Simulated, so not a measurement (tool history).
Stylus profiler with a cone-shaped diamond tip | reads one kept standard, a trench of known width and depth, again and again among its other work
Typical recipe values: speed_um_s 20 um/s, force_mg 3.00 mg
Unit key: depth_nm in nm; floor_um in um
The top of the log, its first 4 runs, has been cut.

| run | day | speed_um_s | force_mg | depth_nm | floor_um |
|---|---|---|---|---|---|
| 5 | 8.083 | 20 | 3.00 | 508.30 | 95.57 |
| 6 | 10.892 | 20 | 3.00 | 508.82 | 95.51 |
|  | 11.192 | new tip fitted, height scale calibrated |
| 7 | 12.550 | 20 | 3.00 | 507.37 | 97.26 |
| 8 | 14.550 | 20 | 3.00 | 507.48 | 97.21 |
| 9 | 16.238 | 20 | 3.05 | 507.41 | 97.20 |
| 10 | 17.733 | 20 | 3.00 | 507.54 | 97.11 |
| 11 | 20.121 | 20 | 3.00 | 507.74 | 97.04 |
| 12 | 21.358 | 20 | 3.00 | 507.37 | 97.00 |
| 13 | 23.271 | 20 | 3.00 | 507.49 | 96.96 |
| 14 | 24.700 | 20 | 3.00 | 507.77 | 96.87 |
| 15 | 27.300 | 20 | 3.00 | 507.75 | 96.79 |
| 16 | 30.196 | 20 | 3.00 | 507.94 | 96.69 |
| 17 | 32.579 | 24 | 3.00 | 507.52 | 96.65 |
| 18 | 35.350 | 24 | 3.00 | 507.96 | 96.52 |
| 19 | 37.308 | 24 | 3.00 | 507.85 | 96.49 |
| 20 | 39.792 | 13 | 3.00 | 508.03 | 96.47 |
| 21 | 41.312 | 13 | 3.00 | 508.04 | 96.45 |
| 22 | 43.667 | 13 | 3.00 | 508.19 | 96.32 |
| 23 | 45.821 | 13 | 3.00 | 508.12 | 96.28 |
| 24 | 47.492 | 5 | 3.00 | 508.21 | 96.29 |
| 25 | 50.471 | 5 | 3.00 | 508.12 | 96.24 |
| 26 | 52.096 | 9 | 5.35 | 511.75 | 96.17 |
| 27 | 54.867 | 9 | 5.35 | 511.64 | 96.07 |
| 28 | 57.554 | 9 | 5.35 | 511.89 | 96.01 |

Run 29 comes next. What will it give?
| 29 | 59.479 | 26 | 4.72 | ? | ? |

Run 29 measured depth_nm 511.12 nm, floor_um 95.91 um.
With the hidden condition absent and the run-to-run variation left alone, this run would have shown depth_nm 509.80 nm, floor_um 97.29 um.

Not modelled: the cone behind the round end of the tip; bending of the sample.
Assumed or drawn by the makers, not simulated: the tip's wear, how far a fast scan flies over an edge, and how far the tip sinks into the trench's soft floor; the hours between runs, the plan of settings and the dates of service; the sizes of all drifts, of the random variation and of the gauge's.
